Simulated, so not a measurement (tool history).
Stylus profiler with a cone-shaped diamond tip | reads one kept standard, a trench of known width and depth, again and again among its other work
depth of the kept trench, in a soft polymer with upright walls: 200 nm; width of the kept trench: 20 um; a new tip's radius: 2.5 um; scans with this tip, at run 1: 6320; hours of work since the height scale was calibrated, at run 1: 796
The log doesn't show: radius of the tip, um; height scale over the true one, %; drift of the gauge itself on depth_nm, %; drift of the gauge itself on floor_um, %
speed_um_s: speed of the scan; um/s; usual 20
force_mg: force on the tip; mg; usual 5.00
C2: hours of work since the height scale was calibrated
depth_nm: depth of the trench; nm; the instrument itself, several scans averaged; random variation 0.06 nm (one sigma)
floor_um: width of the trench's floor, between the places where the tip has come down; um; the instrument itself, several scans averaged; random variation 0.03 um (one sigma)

{"run": 1, "day": 0.0, "speed_um_s": 20, "force_mg": 5.0, "scans with this tip": 6320, "C2": 796, "depth_nm": 203.68, "floor_um": 17.53}
{"run": 2, "day": 0.75, "speed_um_s": 20, "force_mg": 5.0, "scans with this tip": 6419, "C2": 808, "depth_nm": 203.69, "floor_um": 17.52}
{"run": 3, "day": 1.708, "speed_um_s": 7, "force_mg": 5.0, "scans with this tip": 6545, "C2": 824, "depth_nm": 203.75, "floor_um": 17.59}
{"run": 4, "day": 2.638, "speed_um_s": 20, "force_mg": 5.0, "scans with this tip": 6668, "C2": 840, "depth_nm": 203.79, "floor_um": 17.56}
{"run": 5, "day": 3.317, "speed_um_s": 20, "force_mg": 5.0, "scans with this tip": 6758, "C2": 851, "depth_nm": 203.73, "floor_um": 17.53}
{"run": 6, "day": 4.392, "speed_um_s": 20, "force_mg": 5.0, "scans with this tip": 6900, "C2": 869, "depth_nm": 203.73, "floor_um": 17.51}
{"run": 7, "day": 5.496, "speed_um_s": 20, "force_mg": 5.0, "scans with this tip": 7046, "C2": 887, "depth_nm": 203.78, "floor_um": 17.47}
{"run": 8, "day": 6.217, "speed_um_s": 8, "force_mg": 5.0, "scans with this tip": 7141, "C2": 899, "depth_nm": 203.73, "floor_um": 17.48}
{"run": 9, "day": 7.479, "speed_um_s": 8, "force_mg": 5.0, "scans with this tip": 7308, "C2": 920, "depth_nm": 203.76, "floor_um": 17.47}
{"run": 10, "day": 8.262, "speed_um_s": 8, "force_mg": 5.0, "scans with this tip": 7411, "C2": 933, "depth_nm": 203.74, "floor_um": 17.49}
{"run": 11, "day": 8.958, "speed_um_s": 8, "force_mg": 5.0, "scans with this tip": 7503, "C2": 945, "depth_nm": 203.62, "floor_um": 17.46}
{"run": 12, "day": 10.271, "speed_um_s": 8, "force_mg": 5.0, "scans with this tip": 7676, "C2": 967, "depth_nm": 203.68, "floor_um": 17.46}
{"run": 13, "day": 10.908, "speed_um_s": 20, "force_mg": 7.69, "scans with this tip": 7761, "C2": 977, "depth_nm": 204.93, "floor_um": 17.47}
{"run": 14, "day": 11.583, "speed_um_s": 20, "force_mg": 7.69, "scans with this tip": 7850, "C2": 989, "depth_nm": 204.93, "floor_um": 17.43}
{"run": 15, "day": 12.462, "speed_um_s": 5, "force_mg": 5.0, "scans with this tip": 7966, "C2": 1003, "depth_nm": 203.94, "floor_um": 17.49}
{"day": 12.583, "done": "height scale calibrated on a step standard"}
{"run": 16, "day": 13.646, "speed_um_s": 5, "force_mg": 5.0, "scans with this tip": 8120, "C2": 18, "depth_nm": 204.04, "floor_um": 17.47}
{"run": 17, "day": 14.508, "speed_um_s": 7, "force_mg": 5.0, "scans with this tip": 8234, "C2": 32, "depth_nm": 204.04, "floor_um": 17.42}
{"day": 15.229, "done": "height scale calibrated on a step standard, once more"}
{"run": 18, "day": 15.688, "speed_um_s": 20, "force_mg": 5.0, "scans with this tip": 8387, "C2": 8, "depth_nm": 203.34, "floor_um": 17.42}
{"run": 19, "day": 16.675, "speed_um_s": 20, "force_mg": 5.0, "scans with this tip": 8517, "C2": 24, "depth_nm": 203.38, "floor_um": 17.36}
{"run": 20, "day": 17.854, "speed_um_s": 51, "force_mg": 5.0, "scans with this tip": 8673, "C2": 44, "depth_nm": 203.44, "floor_um": 17.34}
{"run": 21, "day": 18.829, "speed_um_s": 36, "force_mg": 3.63, "scans with this tip": 8802, "C2": 60, "depth_nm": 202.68, "floor_um": 17.33}
{"run": 22, "day": 19.896, "speed_um_s": 9, "force_mg": 7.87, "scans with this tip": 8943, "C2": 78, "depth_nm": 204.62, "floor_um": 17.39}
{"run": 23, "day": 20.725, "speed_um_s": 9, "force_mg": 7.87, "scans with this tip": 9052, "C2": 91, "depth_nm": 204.66, "floor_um": 17.31}
{"run": 24, "day": 21.338, "speed_um_s": 9, "force_mg": 7.87, "scans with this tip": 9133, "C2": 102, "depth_nm": 204.62, "floor_um": 17.4}
{"run": 25, "day": 22.217, "speed_um_s": 24, "force_mg": 10.39, "scans with this tip": 9249, "C2": 116, "depth_nm": 205.57, "floor_um": 17.3}
{"run": 26, "day": 23.071, "speed_um_s": 71, "force_mg": 2.14, "scans with this tip": 9362, "C2": 130, "depth_nm": 201.88, "floor_um": 17.05}
{"run": 27, "day": 23.904, "speed_um_s": 20, "force_mg": 10.59, "scans with this tip": 9472, "C2": 144, "depth_nm": 205.83, "floor_um": 17.37}
{"run": 28, "day": 24.888, "speed_um_s": 8, "force_mg": 7.88, "scans with this tip": 9602, "C2": 161, "depth_nm": 204.69, "floor_um": 17.42}
{"run": 29, "day": 25.571, "speed_um_s": 8, "force_mg": 7.88, "scans with this tip": 9692, "C2": 172, "depth_nm": 204.74, "floor_um": 17.37}
{"run": 30, "day": 26.442, "speed_um_s": 5, "force_mg": 6.25, "scans with this tip": 9807, "C2": 187, "depth_nm": 203.99, "floor_um": 17.35}
{"run": 31, "day": 27.692, "speed_um_s": 6, "force_mg": 6.73, "scans with this tip": 9973, "C2": 207, "depth_nm": 204.29, "floor_um": 17.36}
{"run": 32, "day": 28.746, "speed_um_s": 34, "force_mg": 5.0, "scans with this tip": 10111, "C2": 225, "depth_nm": 203.42, "floor_um": 17.19}
{"run": 33, "day": 30.012, "speed_um_s": 57, "force_mg": 9.75, "scans with this tip": 10279, "C2": 246, "depth_nm": 205.46, "floor_um": 17.23}
{"run": 34, "day": 31.283, "speed_um_s": 57, "force_mg": 9.75, "scans with this tip": 10447, "C2": 267, "depth_nm": 205.4, "floor_um": 17.22}
{"run": 35, "day": 32.229, "speed_um_s": 7, "force_mg": 5.34, "scans with this tip": 10572, "C2": 283, "depth_nm": 203.78, "floor_um": 17.26}
{"run": 36, "day": 32.883, "speed_um_s": 7, "force_mg": 5.34, "scans with this tip": 10658, "C2": 294, "depth_nm": 203.62, "floor_um": 17.3}
{"run": 37, "day": 33.567, "speed_um_s": 7, "force_mg": 5.34, "scans with this tip": 10749, "C2": 305, "depth_nm": 203.76, "floor_um": 17.25}
{"run": 38, "day": 34.862, "speed_um_s": 20, "force_mg": 3.59, "scans with this tip": 10920, "C2": 327, "depth_nm": 202.86, "floor_um": 17.21}
{"run": 39, "day": 35.679, "speed_um_s": 9, "force_mg": 10.78, "scans with this tip": 11028, "C2": 340, "depth_nm": 205.82, "floor_um": 17.23}
{"run": 40, "day": 36.671, "speed_um_s": 10, "force_mg": 2.81, "scans with this tip": 11159, "C2": 357, "depth_nm": 202.47, "floor_um": 17.24}

How the hidden state differs across the entries between the runs, from the last listed run before each to the first after it:
Between runs 15 and 16: height scale calibrated on a step standard (day 12.583)
  radius of the tip, um: 4.03 -> 4.06; height scale over the true one, %: 0.216 -> 0.276
  measured less the result without the state, depth_nm: +0.43 -> +0.56 nm; floor_um: -0.55 -> -0.56 um
Between runs 17 and 18: height scale calibrated on a step standard, once more (day 15.229)
  radius of the tip, um: 4.08 -> 4.11; height scale over the true one, %: 0.279 -> 0.005
  measured less the result without the state, depth_nm: +0.57 -> +0.01 nm; floor_um: -0.57 -> -0.58 um
